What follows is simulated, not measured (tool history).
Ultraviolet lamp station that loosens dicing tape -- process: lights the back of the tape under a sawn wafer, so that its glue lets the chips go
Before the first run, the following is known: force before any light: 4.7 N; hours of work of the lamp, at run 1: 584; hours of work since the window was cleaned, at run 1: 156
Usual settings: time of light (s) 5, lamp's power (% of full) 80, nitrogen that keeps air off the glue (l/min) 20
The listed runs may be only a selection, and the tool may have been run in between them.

run,hour,time of light (s),lamp's power (% of full),nitrogen that keeps air off the glue (l/min),hours of work of the lamp,hours of work since the window was cleaned,force that peels the tape off (N),light that reached the tape (mJ/cm2)
1,0,5,80,20,584,156,0.324,247
2,14.2,7,80,20,596,168,0.218,346
3,32.5,7,80,20,610,182,0.213,342
4,50.7,5,80,20,625,197,0.351,245
5,60.8,5,80,20,633,205,0.347,236
6,78.1,5,80,20,646,219,0.348,239
7,97.2,5,80,20,662,234,0.366,231
8,105.1,5,80,20,668,240,0.359,230
# hour 114.6: window cleaned of glue's vapour
9,114.9,5,80,20,675,0,0.303,269
10,130,5,80,20,687,12,0.288,266
11,138.8,5,80,20,694,19,0.296,265
12,148.6,5,80,20,702,27,0.303,265
13,160.7,5,80,20,712,37,0.308,263
14,170.8,5,80,37,720,45,0.238,265
15,186.1,5,80,20,732,57,0.307,259
16,203.2,5,80,20,746,70,0.308,258
17,212.9,5,80,7,753,78,0.582,252
18,224,5,80,20,762,87,0.313,249
19,239.7,5,80,20,775,100,0.316,250
20,252.6,4,80,18,785,110,0.509,198
21,261.8,9,75,8,792,117,0.233,413
22,277.9,3,99,11,805,130,0.794,182
23,294.4,5,69,20,818,143,0.428,206
24,311.3,2,69,20,832,157,1.69,81
25,326.9,9,80,35,844,169,0.173,422
26,346,10,80,20,859,184,0.168,470
27,356.8,6,80,20,868,193,0.279,277
28,365.3,6,71,6,875,200,0.668,249

What will run 29 give?
29,378.9,6,71,6,885,210,?,?

force that peels the tape off (N): 0.693
light that reached the tape (mJ/cm2): 242
Take away the tool's hidden state, keep the run-to-run variation as it was, and the same run would have given force that peels the tape off (N) 0.449, light that reached the tape (mJ/cm2) 314.
